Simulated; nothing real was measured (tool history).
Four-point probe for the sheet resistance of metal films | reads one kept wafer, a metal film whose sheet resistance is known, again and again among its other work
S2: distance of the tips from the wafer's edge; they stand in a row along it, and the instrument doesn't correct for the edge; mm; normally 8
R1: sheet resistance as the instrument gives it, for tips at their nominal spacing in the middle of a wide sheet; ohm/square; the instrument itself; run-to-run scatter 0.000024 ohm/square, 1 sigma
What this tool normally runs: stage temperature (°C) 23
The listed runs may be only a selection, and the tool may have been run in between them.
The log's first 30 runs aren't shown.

Run 31, hour 618.9: usual settings but stage temperature (°C) 33, S2 23 mm. Result: R1 0.116622 ohm/square.
Run 32, hour 637.3: usual settings but stage temperature (°C) 22. Result: R1 0.118281 ohm/square.
Run 33, hour 667.2: usual settings but stage temperature (°C) 22, S2 9 mm. Result: R1 0.118072 ohm/square.
Run 34, hour 693.9: usual settings but S2 3 mm. Result: R1 0.123849 ohm/square.
Run 35, hour 707.1: usual settings but stage temperature (°C) 33, S2 29 mm. Result: R1 0.116578 ohm/square.
Run 36, hour 725.8: usual settings but stage temperature (°C) 33, S2 29 mm. Result: R1 0.116588 ohm/square.
Run 37, hour 747.2: usual settings but stage temperature (°C) 22, S2 3 mm. Result: R1 0.123918 ohm/square.
Run 38, hour 760.2: usual settings but stage temperature (°C) 31, S2 9 mm. Result: R1 0.117426 ohm/square.

Run 39 is up next; what results do you expect?
Run 39, hour 778.7: usual settings but S2 28 mm. Result: R1 ?.

R1: 0.117402 ohm/square
Without the tool's hidden state the same run would have given R1 0.117706 ohm/square.
